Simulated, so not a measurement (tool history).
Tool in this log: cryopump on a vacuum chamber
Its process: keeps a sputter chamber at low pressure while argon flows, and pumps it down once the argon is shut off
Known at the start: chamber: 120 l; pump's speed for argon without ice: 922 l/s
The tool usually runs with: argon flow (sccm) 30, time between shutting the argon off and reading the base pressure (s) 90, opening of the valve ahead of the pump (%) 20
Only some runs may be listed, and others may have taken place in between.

| run | hour | argon flow (sccm) | time between shutting the argon off and reading the base pressure (s) | opening of the valve ahead of the pump (%) | pressure while argon flows (Pa) | pressure after the wait (uPa) |
|---|---|---|---|---|---|---|
| 1 | 0.0 | 30 | 90 | 20 | 0.2844 | 5.34 |
| 2 | 41.5 | 30 | 90 | 20 | 0.2847 | 5.56 |
| 3 | 97.3 | 30 | 90 | 48 | 0.1254 | 5.52 |
| 4 | 131.0 | 30 | 90 | 48 | 0.1287 | 5.51 |
| 5 | 172.4 | 30 | 90 | 48 | 0.1284 | 5.70 |
| 6 | 208.6 | 30 | 90 | 54 | 0.1162 | 5.66 |
| 7 | 242.1 | 30 | 213 | 54 | 0.1173 | 5.26 |
| 8 | 275.0 | 30 | 213 | 54 | 0.1160 | 4.99 |
| 9 | 330.3 | 30 | 213 | 54 | 0.1019 | 4.16 |
| 10 | 379.2 | 30 | 213 | 54 | 0.1020 | 4.26 |
| 11 | 416.6 | 30 | 90 | 20 | 0.2763 | 5.11 |
| 12 | 472.1 | 30 | 90 | 20 | 0.2763 | 5.14 |
| 13 | 507.9 | 30 | 90 | 20 | 0.2790 | 5.33 |
| 14 | 550.7 | 30 | 46 | 20 | 0.2795 | 6.39 |
| 15 | 605.6 | 30 | 46 | 20 | 0.2781 | 6.57 |
| 16 | 650.0 | 30 | 90 | 20 | 0.2794 | 5.56 |
| 17 | 702.9 | 30 | 90 | 20 | 0.2800 | 5.61 |
| 18 | 735.6 | 32 | 95 | 25 | 0.2411 | 5.58 |
| 19 | 766.2 | 59 | 63 | 18 | 0.6089 | 6.28 |
| 20 | 794.0 | 17 | 48 | 31 | 0.1042 | 6.87 |
| 21 | 835.4 | 13 | 48 | 41 | 0.0615 | 6.90 |
| 22 | 881.9 | 28 | 204 | 49 | 0.1123 | 5.24 |
| 23 | 933.3 | 28 | 204 | 49 | 0.1131 | 5.50 |
| 24 | 988.6 | 28 | 143 | 20 | 0.2663 | 5.69 |
| 25 | 1018.3 | 59 | 199 | 20 | 0.5600 | 5.65 |
| 26 | 1056.0 | 59 | 199 | 20 | 0.5641 | 5.77 |
| 27 | 1115.7 | 59 | 199 | 20 | 0.5646 | 5.89 |
| 28 | 1158.3 | 59 | 199 | 20 | 0.5644 | 5.98 |
| 29 | 1200.8 | 15 | 20 | 50 | 0.0621 | 11.42 |
| 30 | 1257.7 | 52 | 90 | 20 | 0.5004 | 1.78 |
| 31 | 1312.9 | 25 | 172 | 20 | 0.2313 | 1.11 |
| 32 | 1341.8 | 14 | 31 | 36 | 0.0719 | 4.27 |
| 33 | 1372.7 | 52 | 283 | 28 | 0.3437 | 0.91 |

Removed from this log: 3 entries logged between the listed runs. Between which two listed runs does each belong, and how does the tool's hidden state at the listed run before it compare with that at the listed run after it?
In the gap between runs 8 and 9: pump warmed up, emptied and cooled again (hour 314.3)
  pump's speed, % of a pump's without ice: 78.2 -> 99.6; cold plate's temperature, K: 12.27 -> 12.29; leak into the chamber, uPa l/s: 3320 -> 3360
  the result without the hidden state subtracted from the measured one, pressure while argon flows (Pa): +0.0155 -> +0.0005; pressure after the wait (uPa): +4.16 -> +3.27
In the gap between runs 29 and 30: leaking fittings of the chamber tightened, without venting (hour 1251.8)
  pump's speed, % of a pump's without ice: 80.9 -> 79.8; cold plate's temperature, K: 12.48 -> 12.49; leak into the chamber, uPa l/s: 4019 -> 371
  the result without the hidden state subtracted from the measured one, pressure while argon flows (Pa): +0.0068 -> +0.0252; pressure after the wait (uPa): +5.21 -> +0.18
In the gap between runs 30 and 31: pump warmed up, emptied and cooled again (hour 1266.9)
  pump's speed, % of a pump's without ice: 79.8 -> 98.8; cold plate's temperature, K: 12.49 -> 12.5; leak into the chamber, uPa l/s: 371 -> 409
  the result without the hidden state subtracted from the measured one, pressure while argon flows (Pa): +0.0252 -> +0.0010; pressure after the wait (uPa): +0.18 -> +0.12

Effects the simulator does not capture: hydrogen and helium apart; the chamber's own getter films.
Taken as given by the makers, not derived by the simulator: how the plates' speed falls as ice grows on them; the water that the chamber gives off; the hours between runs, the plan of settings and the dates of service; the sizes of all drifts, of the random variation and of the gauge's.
